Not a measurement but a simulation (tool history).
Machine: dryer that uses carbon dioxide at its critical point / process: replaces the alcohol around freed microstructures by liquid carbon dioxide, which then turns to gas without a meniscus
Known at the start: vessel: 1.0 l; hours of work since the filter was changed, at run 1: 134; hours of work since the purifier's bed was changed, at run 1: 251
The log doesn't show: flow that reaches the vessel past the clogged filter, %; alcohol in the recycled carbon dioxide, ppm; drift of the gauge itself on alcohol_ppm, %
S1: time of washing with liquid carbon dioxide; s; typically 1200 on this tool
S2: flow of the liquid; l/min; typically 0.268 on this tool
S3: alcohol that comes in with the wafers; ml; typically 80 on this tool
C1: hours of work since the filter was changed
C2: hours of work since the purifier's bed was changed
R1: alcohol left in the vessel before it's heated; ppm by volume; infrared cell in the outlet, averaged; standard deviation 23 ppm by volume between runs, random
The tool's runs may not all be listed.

| run | hour | S1 | S2 | S3 | C1 | C2 | R1 |
|---|---|---|---|---|---|---|---|
| 1 | 0 | 1200 | 0.268 | 80 | 134 | 251 | 1894 |
| 2 | 11.3 | 1200 | 0.268 | 80 | 142 | 258 | 1974 |
| 3 | 18.8 | 1200 | 0.268 | 80 | 147 | 263 | 1887 |
| 4 | 28.1 | 1200 | 0.268 | 80 | 153 | 269 | 1971 |
| 5 | 38.2 | 1200 | 0.268 | 80 | 160 | 276 | 1925 |
| 6 | 50.5 | 1200 | 0.267 | 80 | 168 | 284 | 1990 |
| 7 | 59.4 | 780 | 0.268 | 80 | 174 | 290 | 6978 |
| 8 | 70.1 | 780 | 0.268 | 80 | 181 | 297 | 6994 |
| 9 | 80.2 | 1800 | 0.268 | 80 | 188 | 304 | 447 |
| 10 | 87.1 | 1800 | 0.164 | 80 | 193 | 309 | 2853 |
| 11 | 94.9 | 1080 | 0.268 | 80 | 198 | 314 | 2930 |
| 12 | 102.7 | 1200 | 0.268 | 80 | 203 | 319 | 2089 |
| 13 | 111.7 | 1200 | 0.447 | 80 | 209 | 325 | 319 |
| 14 | 119.6 | 900 | 0.292 | 20 | 214 | 330 | 1122 |
| 15 | 131.7 | 900 | 0.292 | 20 | 222 | 339 | 1108 |
| 16 | 143.4 | 1260 | 0.268 | 80 | 230 | 346 | 1820 |
| 17 | 148.9 | 1260 | 0.268 | 80 | 234 | 350 | 1790 |
| 18 | 154.6 | 1260 | 0.268 | 80 | 238 | 354 | 1824 |
| 19 | 162.2 | 1560 | 0.268 | 23 | 243 | 359 | 384 |
| 20 | 174.5 | 840 | 0.268 | 71 | 251 | 367 | 5819 |
| 21 | 187 | 1200 | 0.381 | 80 | 259 | 376 | 595 |
| 22 | 197.5 | 1200 | 0.381 | 80 | 266 | 383 | 612 |
| 23 | 207.5 | 1200 | 0.381 | 80 | 273 | 389 | 638 |
| 24 | 213.9 | 840 | 0.268 | 102 | 277 | 394 | 8022 |
| 25 | 222 | 840 | 0.268 | 102 | 283 | 399 | 8048 |
| 26 | 233.2 | 1500 | 0.176 | 102 | 290 | 406 | 5619 |

Forecast each of these 5 alternatives for the next run:
| A | 243.4 | 1200 | 0.335 | 80 | 297 | 413 | ? |
| B | 243.4 | 1200 | 0.268 | 32 | 297 | 413 | ? |
| C | 243.4 | 1200 | 0.268 | 111 | 297 | 413 | ? |
| D | 243.4 | 1020 | 0.21 | 102 | 297 | 413 | ? |
| E | 243.4 | 1500 | 0.379 | 65 | 297 | 413 | ? |

| run | R1 |
|---|---|
| A | 1039 |
| B | 1049 |
| C | 3211 |
| D | 9510 |
| E | 314 |
What these runs would have given with no unlogged condition in the tool:
| run | R1 |
|---|---|
| A | 545 |
| B | 595 |
| C | 2144 |
| D | 7461 |
| E | 56 |
